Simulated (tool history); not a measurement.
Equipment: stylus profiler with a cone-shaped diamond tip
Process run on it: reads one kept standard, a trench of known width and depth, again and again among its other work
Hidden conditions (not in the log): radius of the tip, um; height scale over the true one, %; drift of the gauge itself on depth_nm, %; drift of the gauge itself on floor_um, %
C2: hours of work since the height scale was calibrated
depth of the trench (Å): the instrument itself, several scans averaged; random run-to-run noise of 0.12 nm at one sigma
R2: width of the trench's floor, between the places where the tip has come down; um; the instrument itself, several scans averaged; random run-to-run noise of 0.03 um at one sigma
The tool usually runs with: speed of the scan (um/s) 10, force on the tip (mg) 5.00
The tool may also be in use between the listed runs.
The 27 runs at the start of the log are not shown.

run 28 hour=600.0 | speed_of_the_scan_(um/s)=11 force_on_the_tip_(mg)=3.28 | scans_with_this_tip=9354 C2=815 | depth_of_the_trench_(Å)=10163.7 R2=46.48
run 29 hour=629.9 | speed_of_the_scan_(um/s)=12 force_on_the_tip_(mg)=2.40 | scans_with_this_tip=9559 C2=833 | depth_of_the_trench_(Å)=10132.8 R2=46.50
run 30 hour=650.6 | speed_of_the_scan_(um/s)=12 force_on_the_tip_(mg)=2.40 | scans_with_this_tip=9700 C2=846 | depth_of_the_trench_(Å)=10131.0 R2=46.50
run 31 hour=666.5 | speed_of_the_scan_(um/s)=33 force_on_the_tip_(mg)=14.46 | scans_with_this_tip=9809 C2=855 | depth_of_the_trench_(Å)=10436.0 R2=46.46
run 32 hour=684.8 | speed_of_the_scan_(um/s)=38 force_on_the_tip_(mg)=10.20 | scans_with_this_tip=9935 C2=866 | depth_of_the_trench_(Å)=10343.9 R2=46.44
run 33 hour=698.6 | speed_of_the_scan_(um/s)=38 force_on_the_tip_(mg)=10.20 | scans_with_this_tip=10029 C2=874 | depth_of_the_trench_(Å)=10344.4 R2=46.45
run 34 hour=724.4 | speed_of_the_scan_(um/s)=15 force_on_the_tip_(mg)=2.34 | scans_with_this_tip=10206 C2=890 | depth_of_the_trench_(Å)=10129.2 R2=46.49
run 35 hour=748.1 | speed_of_the_scan_(um/s)=15 force_on_the_tip_(mg)=2.34 | scans_with_this_tip=10368 C2=904 | depth_of_the_trench_(Å)=10130.6 R2=46.45
run 36 hour=765.4 | speed_of_the_scan_(um/s)=20 force_on_the_tip_(mg)=4.40 | scans_with_this_tip=10486 C2=914 | depth_of_the_trench_(Å)=10198.1 R2=46.44
run 37 hour=792.6 | speed_of_the_scan_(um/s)=28 force_on_the_tip_(mg)=2.59 | scans_with_this_tip=10672 C2=930 | depth_of_the_trench_(Å)=10138.2 R2=46.40
run 38 hour=810.7 | speed_of_the_scan_(um/s)=28 force_on_the_tip_(mg)=2.59 | scans_with_this_tip=10796 C2=941 | depth_of_the_trench_(Å)=10135.3 R2=46.44
run 39 hour=836.2 | speed_of_the_scan_(um/s)=28 force_on_the_tip_(mg)=2.59 | scans_with_this_tip=10970 C2=956 | depth_of_the_trench_(Å)=10138.7 R2=46.35
run 40 hour=865.0 | speed_of_the_scan_(um/s)=28 force_on_the_tip_(mg)=2.59 | scans_with_this_tip=11167 C2=973 | depth_of_the_trench_(Å)=10135.7 R2=46.35
run 41 hour=891.5 | speed_of_the_scan_(um/s)=23 force_on_the_tip_(mg)=2.77 | scans_with_this_tip=11349 C2=989 | depth_of_the_trench_(Å)=10141.4 R2=46.39
run 42 hour=906.5 | speed_of_the_scan_(um/s)=30 force_on_the_tip_(mg)=3.46 | scans_with_this_tip=11451 C2=998 | depth_of_the_trench_(Å)=10166.3 R2=46.39
-- hour=915.8 height scale calibrated on a step standard
run 43 hour=926.4 | speed_of_the_scan_(um/s)=10 force_on_the_tip_(mg)=1.84 | scans_with_this_tip=11584 C2=6 | depth_of_the_trench_(Å)=10110.1 R2=46.50
run 44 hour=941.0 | speed_of_the_scan_(um/s)=6 force_on_the_tip_(mg)=8.67 | scans_with_this_tip=11684 C2=15 | depth_of_the_trench_(Å)=10307.1 R2=46.47
run 45 hour=969.2 | speed_of_the_scan_(um/s)=3 force_on_the_tip_(mg)=9.65 | scans_with_this_tip=11877 C2=32 | depth_of_the_trench_(Å)=10332.7 R2=46.51
run 46 hour=989.5 | speed_of_the_scan_(um/s)=3 force_on_the_tip_(mg)=12.46 | scans_with_this_tip=12016 C2=44 | depth_of_the_trench_(Å)=10394.1 R2=46.54
run 47 hour=1013.9 | speed_of_the_scan_(um/s)=2 force_on_the_tip_(mg)=2.28 | scans_with_this_tip=12183 C2=59 | depth_of_the_trench_(Å)=10125.0 R2=46.50

Consider 3 possible next runs. They are alternatives, not a sequence: every one starts from the tool as it was left by run 47. What does each give?
run A hour=1031.9 | speed_of_the_scan_(um/s)=10 force_on_the_tip_(mg)=2.28 | scans_with_this_tip=12306 C2=69 | depth_of_the_trench_(Å)=? R2=?
run B hour=1031.9 | speed_of_the_scan_(um/s)=7 force_on_the_tip_(mg)=1.67 | scans_with_this_tip=12306 C2=69 | depth_of_the_trench_(Å)=? R2=?
run C hour=1031.9 | speed_of_the_scan_(um/s)=2 force_on_the_tip_(mg)=1.93 | scans_with_this_tip=12306 C2=69 | depth_of_the_trench_(Å)=? R2=?

run=A depth_of_the_trench_(Å)=10127.1 R2=46.50
run=B depth_of_the_trench_(Å)=10103.6 R2=46.51
run=C depth_of_the_trench_(Å)=10111.8 R2=46.49
Take away the tool's hidden state, keep each run's random variation, and the runs would have read:
run=A depth_of_the_trench_(Å)=10127.1 R2=46.51
run=B depth_of_the_trench_(Å)=10103.6 R2=46.52
run=C depth_of_the_trench_(Å)=10111.8 R2=46.50
